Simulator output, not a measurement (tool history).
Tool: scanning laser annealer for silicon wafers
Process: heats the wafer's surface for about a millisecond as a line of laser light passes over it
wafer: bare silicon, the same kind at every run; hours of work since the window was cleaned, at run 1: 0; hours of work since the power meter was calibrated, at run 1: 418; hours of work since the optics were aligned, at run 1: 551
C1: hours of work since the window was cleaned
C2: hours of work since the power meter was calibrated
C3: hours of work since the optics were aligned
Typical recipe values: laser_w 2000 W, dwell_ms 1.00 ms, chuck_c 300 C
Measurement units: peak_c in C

run 1 hour=0.0 | laser_w=2000 dwell_ms=1.00 chuck_c=300 | C1=0 C2=418 C3=551 | peak_c=1021
run 2 hour=33.0 | laser_w=2000 dwell_ms=0.99 chuck_c=300 | C1=26 C2=444 C3=577 | peak_c=1017
run 3 hour=54.9 | laser_w=2000 dwell_ms=0.99 chuck_c=300 | C1=43 C2=461 C3=595 | peak_c=1012
run 4 hour=81.5 | laser_w=2000 dwell_ms=1.00 chuck_c=300 | C1=64 C2=482 C3=616 | peak_c=1013
run 5 hour=109.7 | laser_w=2000 dwell_ms=1.00 chuck_c=300 | C1=87 C2=505 C3=638 | peak_c=1015
run 6 hour=136.6 | laser_w=2000 dwell_ms=1.00 chuck_c=300 | C1=108 C2=526 C3=659 | peak_c=1013
run 7 hour=152.6 | laser_w=2000 dwell_ms=1.00 chuck_c=327 | C1=121 C2=538 C3=672 | peak_c=1036
run 8 hour=177.9 | laser_w=2000 dwell_ms=1.00 chuck_c=327 | C1=141 C2=558 C3=692 | peak_c=1037
run 9 hour=194.0 | laser_w=2000 dwell_ms=1.00 chuck_c=300 | C1=153 C2=571 C3=705 | peak_c=1010
run 10 hour=224.8 | laser_w=2000 dwell_ms=1.00 chuck_c=300 | C1=178 C2=595 C3=729 | peak_c=1010
run 11 hour=244.8 | laser_w=2000 dwell_ms=1.00 chuck_c=300 | C1=193 C2=611 C3=745 | peak_c=1006
run 12 hour=262.4 | laser_w=2000 dwell_ms=1.00 chuck_c=300 | C1=207 C2=625 C3=759 | peak_c=1008
run 13 hour=277.9 | laser_w=2000 dwell_ms=1.00 chuck_c=300 | C1=220 C2=637 C3=771 | peak_c=1007
run 14 hour=305.7 | laser_w=2000 dwell_ms=1.00 chuck_c=300 | C1=242 C2=659 C3=793 | peak_c=1004
run 15 hour=324.7 | laser_w=2000 dwell_ms=1.00 chuck_c=300 | C1=256 C2=674 C3=808 | peak_c=1006
run 16 hour=344.8 | laser_w=2000 dwell_ms=1.00 chuck_c=300 | C1=272 C2=690 C3=824 | peak_c=1001
run 17 hour=364.6 | laser_w=1975 dwell_ms=1.00 chuck_c=300 | C1=288 C2=706 C3=839 | peak_c=993
run 18 hour=379.2 | laser_w=1975 dwell_ms=1.00 chuck_c=300 | C1=300 C2=717 C3=851 | peak_c=991
run 19 hour=411.4 | laser_w=1975 dwell_ms=1.00 chuck_c=300 | C1=325 C2=743 C3=876 | peak_c=991
run 20 hour=432.4 | laser_w=1975 dwell_ms=1.00 chuck_c=300 | C1=342 C2=759 C3=893 | peak_c=989
run 21 hour=446.5 | laser_w=2000 dwell_ms=1.00 chuck_c=300 | C1=353 C2=771 C3=904 | peak_c=996
run 22 hour=465.6 | laser_w=2140 dwell_ms=1.00 chuck_c=326 | C1=368 C2=786 C3=919 | peak_c=1079
run 23 hour=494.1 | laser_w=1744 dwell_ms=0.79 chuck_c=329 | C1=390 C2=808 C3=942 | peak_c=865
-- hour=497.8 window over the wafer cleaned
run 24 hour=527.0 | laser_w=1785 dwell_ms=0.79 chuck_c=288 | C1=23 C2=833 C3=966 | peak_c=830
run 25 hour=541.4 | laser_w=1907 dwell_ms=0.95 chuck_c=300 | C1=34 C2=844 C3=977 | peak_c=933
-- hour=556.5 optics aligned, line set to its width
run 26 hour=571.9 | laser_w=2000 dwell_ms=1.13 chuck_c=297 | C1=55 C2=864 C3=12 | peak_c=1034
run 27 hour=599.9 | laser_w=2000 dwell_ms=1.13 chuck_c=297 | C1=77 C2=886 C3=34 | peak_c=1030
run 28 hour=625.3 | laser_w=2000 dwell_ms=1.13 chuck_c=297 | C1=97 C2=906 C3=54 | peak_c=1028
run 29 hour=654.0 | laser_w=2150 dwell_ms=1.05 chuck_c=300 | C1=119 C2=929 C3=77 | peak_c=1059
-- hour=661.8 window over the wafer cleaned, once more
run 30 hour=675.7 | laser_w=2150 dwell_ms=1.05 chuck_c=300 | C1=11 C2=944 C3=93 | peak_c=1094
run 31 hour=704.2 | laser_w=2150 dwell_ms=1.05 chuck_c=300 | C1=34 C2=967 C3=115 | peak_c=1094
run 32 hour=722.2 | laser_w=2150 dwell_ms=1.05 chuck_c=300 | C1=48 C2=981 C3=129 | peak_c=1096
run 33 hour=748.4 | laser_w=1932 dwell_ms=0.86 chuck_c=267 | C1=68 C2=1002 C3=150 | peak_c=910
run 34 hour=766.8 | laser_w=2140 dwell_ms=1.04 chuck_c=300 | C1=83 C2=1016 C3=165 | peak_c=1083
run 35 hour=790.4 | laser_w=2140 dwell_ms=1.04 chuck_c=300 | C1=102 C2=1035 C3=183 | peak_c=1082
run 36 hour=806.7 | laser_w=1972 dwell_ms=1.00 chuck_c=300 | C1=114 C2=1048 C3=196 | peak_c=1000
run 37 hour=833.0 | laser_w=1972 dwell_ms=1.00 chuck_c=300 | C1=135 C2=1069 C3=217 | peak_c=1003
run 38 hour=847.6 | laser_w=2194 dwell_ms=0.96 chuck_c=262 | C1=147 C2=1080 C3=228 | peak_c=1034
run 39 hour=871.0 | laser_w=2194 dwell_ms=0.96 chuck_c=318 | C1=165 C2=1099 C3=247 | peak_c=1084
run 40 hour=893.2 | laser_w=2000 dwell_ms=1.20 chuck_c=322 | C1=183 C2=1116 C3=264 | peak_c=1095
run 41 hour=923.2 | laser_w=1921 dwell_ms=1.21 chuck_c=276 | C1=206 C2=1140 C3=288 | peak_c=1019
run 42 hour=953.8 | laser_w=2042 dwell_ms=1.00 chuck_c=300 | C1=231 C2=1164 C3=312 | peak_c=1023

Branching from run 42: 3 alternative next runs. What would each branch give?
run A hour=982.2 | laser_w=2178 dwell_ms=1.00 chuck_c=276 | C1=253 C2=1187 C3=335 | peak_c=?
run B hour=982.2 | laser_w=1957 dwell_ms=1.00 chuck_c=300 | C1=253 C2=1187 C3=335 | peak_c=?
run C hour=982.2 | laser_w=2178 dwell_ms=1.14 chuck_c=335 | C1=253 C2=1187 C3=335 | peak_c=?

run=A peak_c=1047
run=B peak_c=990
run=C peak_c=1158
Had the tool no hidden state, the same runs would have come out as:
run=A peak_c=1071
run=B peak_c=1012
run=C peak_c=1184
